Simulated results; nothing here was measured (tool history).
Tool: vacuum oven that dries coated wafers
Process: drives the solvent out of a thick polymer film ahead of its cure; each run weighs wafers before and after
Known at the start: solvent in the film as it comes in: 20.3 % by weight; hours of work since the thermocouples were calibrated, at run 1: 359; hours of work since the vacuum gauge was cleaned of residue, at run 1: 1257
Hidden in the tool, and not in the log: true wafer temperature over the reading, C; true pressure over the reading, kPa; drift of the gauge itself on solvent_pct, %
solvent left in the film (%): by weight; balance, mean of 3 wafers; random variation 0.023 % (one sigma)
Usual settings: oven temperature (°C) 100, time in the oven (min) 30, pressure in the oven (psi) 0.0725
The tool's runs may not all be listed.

run     day  oven temperature (°C)  time in the oven (min)  pressure in the oven (psi)  hours of work since the thermocouples were calibrated  hours of work since the vacuum gauge was cleaned of residue  solvent left in the film (%)
  1       0                    100                      30                      0.0725                                                    359                                                         1257                          1.58
  2   2.525                    100                      30                      0.0725                                                    396                                                         1293                          1.57
  3   5.008                    100                      30                      0.0725                                                    431                                                         1329                          1.54
  4   9.658                    100                      30                      0.0725                                                    498                                                         1395                          1.58
  5  12.383                    100                      30                      0.0725                                                    537                                                         1434                           1.6
  6  14.617                    107                      30                      0.0725                                                    569                                                         1466                           0.6
  7  18.779                    107                      30                      0.0725                                                    628                                                         1526                          0.58
  8  23.792                    107                      30                      0.0555                                                    700                                                         1598                          0.56
  9  26.767                    107                      30                      0.0555                                                    743                                                         1640                          0.59
 10  30.154                    107                      30                      0.0555                                                    791                                                         1689                           0.6
 11  33.288                    107                      30                      0.0555                                                    836                                                         1734                          0.62
     34.817  -- vacuum gauge cleaned of residue and calibrated
 12  37.512                    107                      46                      0.0555                                                    896                                                           39                          0.16
 13  40.796                    100                      30                      0.0982                                                    943                                                           86                          1.66
 14   45.25                    109                      30                      0.0725                                                   1007                                                          149                          0.47
 15  49.938                    109                      30                      0.2818                                                   1074                                                          217                          0.76
 16  54.012                    109                      30                      0.2818                                                   1132                                                          275                          0.72
 17  56.246                    109                      30                      0.2818                                                   1164                                                          307                          0.73
 18  58.933                    100                      30                      0.0389                                                   1203                                                          345                          1.62
 19  63.175                     95                      15                      0.1529                                                   1263                                                          406                          7.01
 20  65.762                     95                      15                      0.1529                                                   1301                                                          443                          7.07
     67.338  -- oven's thermocouples calibrated
 21  69.654                     95                      15                      0.1529                                                     33                                                          498                          6.89
 22  72.846                    100                      24                      0.0725                                                     79                                                          544                           2.5
 23  78.142                    100                      24                      0.0725                                                    155                                                          619                          2.49
 24  80.696                    100                      24                      0.0725                                                    191                                                          656                           2.5
 25  83.292                     94                      18                      0.0725                                                    229                                                          693                          5.98
 26  88.258                    100                      30                      0.1072                                                    300                                                          764                          1.72
 27  93.083                     96                      30                      0.0725                                                    369                                                          833                          2.61
 28  95.383                     92                      37                      0.1941                                                    402                                                          866                          3.11

Hidden state or all else? Some run-to-run changes of solvent left in the film (%), split into what the settings, what came in and random variation would give without the hidden state, and what is left for the hidden state (with any gauge scatter that isn't in both results):
Run 18 -> 19: oven temperature (°C) 100 -> 95, time in the oven (min) 30 -> 15, pressure in the oven (psi) 0.0389 -> 0.1529. solvent left in the film (%) +5.39: hidden state +0.09, all else +5.3.
Run 20 -> 21: oven's thermocouples calibrated. solvent left in the film (%) -0.18: hidden state -0.19, all else +0.01.
Run 21 -> 22: oven temperature (°C) 95 -> 100, time in the oven (min) 15 -> 24, pressure in the oven (psi) 0.1529 -> 0.0725. solvent left in the film (%) -4.39: hidden state +0.01, all else -4.4.
